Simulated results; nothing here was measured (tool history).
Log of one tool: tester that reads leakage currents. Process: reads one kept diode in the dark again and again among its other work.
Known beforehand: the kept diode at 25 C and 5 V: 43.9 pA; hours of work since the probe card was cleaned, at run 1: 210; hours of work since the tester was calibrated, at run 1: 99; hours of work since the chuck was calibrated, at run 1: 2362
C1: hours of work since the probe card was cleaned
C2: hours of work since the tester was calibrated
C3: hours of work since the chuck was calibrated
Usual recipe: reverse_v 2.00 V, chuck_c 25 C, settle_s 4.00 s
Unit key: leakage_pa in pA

run 1 hour=0.0 | reverse_v=2.00 chuck_c=25 settle_s=4.00 | C1=210 C2=99 C3=2362 | leakage_pa=32.77
run 2 hour=109.1 | reverse_v=2.00 chuck_c=25 settle_s=4.00 | C1=286 C2=175 C3=2438 | leakage_pa=32.74
-- hour=186.7 chuck's temperature calibrated
run 3 hour=189.3 | reverse_v=2.00 chuck_c=30 settle_s=4.00 | C1=341 C2=230 C3=2 | leakage_pa=49.47
run 4 hour=299.7 | reverse_v=2.00 chuck_c=30 settle_s=4.00 | C1=418 C2=307 C3=79 | leakage_pa=49.48
run 5 hour=418.0 | reverse_v=2.00 chuck_c=30 settle_s=4.00 | C1=501 C2=390 C3=162 | leakage_pa=49.25
run 6 hour=485.0 | reverse_v=2.00 chuck_c=30 settle_s=4.00 | C1=548 C2=437 C3=209 | leakage_pa=49.47
run 7 hour=598.3 | reverse_v=2.00 chuck_c=25 settle_s=2.72 | C1=628 C2=516 C3=288 | leakage_pa=32.78
run 8 hour=668.5 | reverse_v=2.00 chuck_c=25 settle_s=2.72 | C1=677 C2=566 C3=338 | leakage_pa=32.86
run 9 hour=764.6 | reverse_v=2.71 chuck_c=25 settle_s=4.00 | C1=744 C2=633 C3=405 | leakage_pa=36.17
run 10 hour=828.7 | reverse_v=2.71 chuck_c=25 settle_s=4.00 | C1=789 C2=678 C3=450 | leakage_pa=36.18
run 11 hour=938.6 | reverse_v=2.00 chuck_c=25 settle_s=1.35 | C1=866 C2=755 C3=527 | leakage_pa=33.05
run 12 hour=1034.8 | reverse_v=2.00 chuck_c=25 settle_s=2.84 | C1=933 C2=822 C3=594 | leakage_pa=32.79
run 13 hour=1156.9 | reverse_v=2.00 chuck_c=25 settle_s=2.84 | C1=1019 C2=908 C3=680 | leakage_pa=32.60
run 14 hour=1261.3 | reverse_v=2.00 chuck_c=25 settle_s=2.84 | C1=1092 C2=981 C3=753 | leakage_pa=32.71
run 15 hour=1363.9 | reverse_v=2.00 chuck_c=25 settle_s=2.84 | C1=1164 C2=1053 C3=825 | leakage_pa=32.75
run 16 hour=1457.1 | reverse_v=2.00 chuck_c=25 settle_s=2.84 | C1=1229 C2=1118 C3=890 | leakage_pa=32.75
run 17 hour=1525.5 | reverse_v=2.00 chuck_c=29 settle_s=4.00 | C1=1277 C2=1166 C3=938 | leakage_pa=45.43
run 18 hour=1602.8 | reverse_v=2.00 chuck_c=29 settle_s=4.00 | C1=1332 C2=1220 C3=992 | leakage_pa=45.40
run 19 hour=1711.5 | reverse_v=2.00 chuck_c=29 settle_s=4.00 | C1=1408 C2=1297 C3=1069 | leakage_pa=45.41
run 20 hour=1807.2 | reverse_v=2.00 chuck_c=29 settle_s=4.00 | C1=1475 C2=1364 C3=1136 | leakage_pa=45.43
-- hour=1856.9 probe card cleaned and baked
run 21 hour=1938.4 | reverse_v=2.00 chuck_c=24 settle_s=0.60 | C1=57 C2=1454 C3=1226 | leakage_pa=30.76
run 22 hour=2053.2 | reverse_v=14.55 chuck_c=25 settle_s=4.00 | C1=138 C2=1534 C3=1306 | leakage_pa=63.18
run 23 hour=2185.7 | reverse_v=2.00 chuck_c=45 settle_s=4.00 | C1=230 C2=1627 C3=1399 | leakage_pa=156.61
run 24 hour=2306.2 | reverse_v=2.00 chuck_c=45 settle_s=4.00 | C1=315 C2=1711 C3=1483 | leakage_pa=156.75
run 25 hour=2454.9 | reverse_v=3.15 chuck_c=33 settle_s=1.17 | C1=419 C2=1816 C3=1588 | leakage_pa=73.05
run 26 hour=2563.1 | reverse_v=4.37 chuck_c=31 settle_s=1.56 | C1=495 C2=1891 C3=1663 | leakage_pa=69.44
run 27 hour=2665.9 | reverse_v=4.37 chuck_c=31 settle_s=1.56 | C1=567 C2=1963 C3=1735 | leakage_pa=69.54
run 28 hour=2766.0 | reverse_v=8.59 chuck_c=43 settle_s=3.25 | C1=637 C2=2034 C3=1806 | leakage_pa=217.96
run 29 hour=2861.7 | reverse_v=8.39 chuck_c=43 settle_s=1.89 | C1=704 C2=2101 C3=1873 | leakage_pa=216.50
run 30 hour=2958.2 | reverse_v=8.39 chuck_c=43 settle_s=1.89 | C1=772 C2=2168 C3=1940 | leakage_pa=217.34
run 31 hour=3076.0 | reverse_v=18.78 chuck_c=31 settle_s=4.00 | C1=854 C2=2251 C3=2023 | leakage_pa=112.12
run 32 hour=3195.5 | reverse_v=19.48 chuck_c=20 settle_s=4.00 | C1=938 C2=2335 C3=2107 | leakage_pa=45.73
run 33 hour=3272.6 | reverse_v=1.18 chuck_c=28 settle_s=4.00 | C1=992 C2=2389 C3=2161 | leakage_pa=35.18
run 34 hour=3362.8 | reverse_v=1.18 chuck_c=52 settle_s=0.38 | C1=1055 C2=2452 C3=2224 | leakage_pa=219.35
run 35 hour=3463.2 | reverse_v=2.00 chuck_c=51 settle_s=4.00 | C1=1126 C2=2522 C3=2294 | leakage_pa=242.39
run 36 hour=3545.1 | reverse_v=2.00 chuck_c=51 settle_s=4.00 | C1=1183 C2=2580 C3=2352 | leakage_pa=240.96
run 37 hour=3658.2 | reverse_v=1.10 chuck_c=51 settle_s=2.33 | C1=1263 C2=2659 C3=2431 | leakage_pa=199.03
-- hour=3747.7 chuck's temperature calibrated
run 38 hour=3773.0 | reverse_v=2.00 chuck_c=39 settle_s=1.79 | C1=1342 C2=2738 C3=18 | leakage_pa=99.71
run 39 hour=3895.1 | reverse_v=2.00 chuck_c=39 settle_s=1.79 | C1=1427 C2=2824 C3=103 | leakage_pa=100.39
run 40 hour=3985.5 | reverse_v=2.00 chuck_c=39 settle_s=1.79 | C1=1491 C2=2887 C3=167 | leakage_pa=100.49

Across each entry between runs, compare the hidden state at the last listed run before it with the hidden state at the first listed run after it:
Run 2 -> run 3: chuck's temperature calibrated (hour 186.7)
  no difference in the tool's unlogged condition between these two runs
Run 20 -> run 21: probe card cleaned and baked (hour 1856.9)
  stray current of the dirty probe card, pA a volt: 0.025 -> 0.02
Run 37 -> run 38: chuck's temperature calibrated (hour 3747.7)
  stray current of the dirty probe card, pA a volt: 0.024 -> 0.025
